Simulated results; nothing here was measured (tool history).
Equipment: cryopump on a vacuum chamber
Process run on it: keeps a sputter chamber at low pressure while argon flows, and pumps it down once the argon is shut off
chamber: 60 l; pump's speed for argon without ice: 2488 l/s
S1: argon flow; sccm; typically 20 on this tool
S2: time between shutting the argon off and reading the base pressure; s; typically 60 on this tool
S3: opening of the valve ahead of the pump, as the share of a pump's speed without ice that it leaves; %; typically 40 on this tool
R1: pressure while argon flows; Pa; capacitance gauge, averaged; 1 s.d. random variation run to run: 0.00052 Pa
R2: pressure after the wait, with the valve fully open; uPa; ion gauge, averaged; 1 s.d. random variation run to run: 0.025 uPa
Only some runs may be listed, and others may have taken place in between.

run   hour  S1   S2  S3      R1    R2
  1      0  20   60  40  0.0344  1.85
  2   18.2  20   60  40  0.0359  1.82
  3   47.4  20   60  40  0.0359  1.87
  4   77.7  20   60  40  0.0348  1.84
  5   97.8  20   60  40  0.0357  1.79
  6  116.3  20   60  55  0.0262  1.85
  7  150.9  20   60  55  0.0257  1.91
  8  171.7  20   60  55  0.0263  1.93
  9  186.6  20   60  55  0.0261  1.93
 10  214.6  20   60  55   0.027  2.02
 11  239.7  20   60  19  0.0731  1.95
 12  258.1  20   60  19  0.0727  1.94
 13  289.6  13   60  40  0.0239  2.04
 14  311.3  20   60  40  0.0353     2
 15  330.2  20   60  40  0.0367  2.04
 16  357.5  20  212  40  0.0355  1.32
 17  376.9  11   21  40  0.0201  3.69
 18  406.2   9   60  20   0.032  1.96
 19  421.4   9   60  20  0.0317  2.08
 20  447.7   9   60  20  0.0319  2.11
 21  469.6   9   60  20  0.0313  2.14
 22    490   9   60  27  0.0246   2.1
 23  515.1   9   60  27  0.0234  2.11
 24  541.5  20   60  54  0.0281  2.12
 25  575.8  20   60  54  0.0288  2.17
 26  600.3  20   60  54  0.0278  2.17
 27  615.1  20   38  54  0.0282  2.78
 28  644.7  16  163  22  0.0521  1.66
 29  660.4  21  118  16  0.0926  1.76
 30  691.4  21  118  32  0.0492  1.79

Each row is a separate what-if for the run after 30, all from the same tool condition, not one after another. Results?
  A  711.7  13   60  27   ?   ?
  B  711.7  10  197  40   ?   ?
  C  711.7  20   57  53   ?   ?
  D  711.7  11   21  19   ?   ?
  E  711.7  21   46  32   ?   ?

run      R1    R2
  A  0.0349  2.33
  B  0.0184   1.6
  C  0.0287  2.35
  D  0.0414  3.94
  E  0.0479  2.53
Had the tool no hidden state, the same runs would have come out as:
run      R1    R2
  A  0.0328  1.09
  B  0.0168   0.4
  C  0.0254   1.1
  D  0.0396  2.71
  E  0.0445  1.29
